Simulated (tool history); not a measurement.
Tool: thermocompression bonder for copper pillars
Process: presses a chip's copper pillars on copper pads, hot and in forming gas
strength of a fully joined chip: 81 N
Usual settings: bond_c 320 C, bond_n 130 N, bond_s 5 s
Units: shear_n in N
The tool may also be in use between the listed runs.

run 1 hour=0 | bond_c=320 bond_n=130 bond_s=5 | shear_n=48.7
-- hour=20 heater calibrated with a thermocouple chip
run 2 hour=30.4 | bond_c=320 bond_n=130 bond_s=5 | shear_n=44.7
run 3 hour=67.8 | bond_c=320 bond_n=130 bond_s=5 | shear_n=44.8
run 4 hour=96.5 | bond_c=320 bond_n=130 bond_s=5 | shear_n=44.7
-- hour=112.2 forming gas filter changed
run 5 hour=132.8 | bond_c=336 bond_n=130 bond_s=5 | shear_n=55.4
run 6 hour=184.5 | bond_c=337 bond_n=130 bond_s=5 | shear_n=56.6
run 7 hour=240.8 | bond_c=337 bond_n=130 bond_s=5 | shear_n=56.1
run 8 hour=282.7 | bond_c=337 bond_n=130 bond_s=5 | shear_n=55.6
run 9 hour=329.2 | bond_c=337 bond_n=160 bond_s=5 | shear_n=60.5
run 10 hour=375.1 | bond_c=337 bond_n=160 bond_s=5 | shear_n=60.4
run 11 hour=407.7 | bond_c=320 bond_n=130 bond_s=5 | shear_n=48.1
run 12 hour=459.2 | bond_c=297 bond_n=130 bond_s=5 | shear_n=37.8
-- hour=463.8 force cell calibrated
run 13 hour=516.7 | bond_c=343 bond_n=151 bond_s=5 | shear_n=60.4
run 14 hour=555.2 | bond_c=320 bond_n=112 bond_s=4 | shear_n=40.4
run 15 hour=588.1 | bond_c=320 bond_n=112 bond_s=4 | shear_n=40.5
run 16 hour=628.1 | bond_c=320 bond_n=160 bond_s=11 | shear_n=62.3
run 17 hour=654.5 | bond_c=320 bond_n=160 bond_s=11 | shear_n=62.4
run 18 hour=689.2 | bond_c=320 bond_n=160 bond_s=11 | shear_n=62.1
-- hour=732.3 force cell calibrated, once more
run 19 hour=732.3 | bond_c=320 bond_n=124 bond_s=11 | shear_n=58.3
run 20 hour=783.8 | bond_c=320 bond_n=124 bond_s=11 | shear_n=57.6
run 21 hour=831.5 | bond_c=320 bond_n=89 bond_s=7 | shear_n=43.1

Forecast run 22:
run 22 hour=873.4 | bond_c=311 bond_n=170 bond_s=5 | shear_n=?

{"run 22": {"shear_n": 51.6}}
Without the tool's hidden state the same run would have given shear_n 54.3 N.
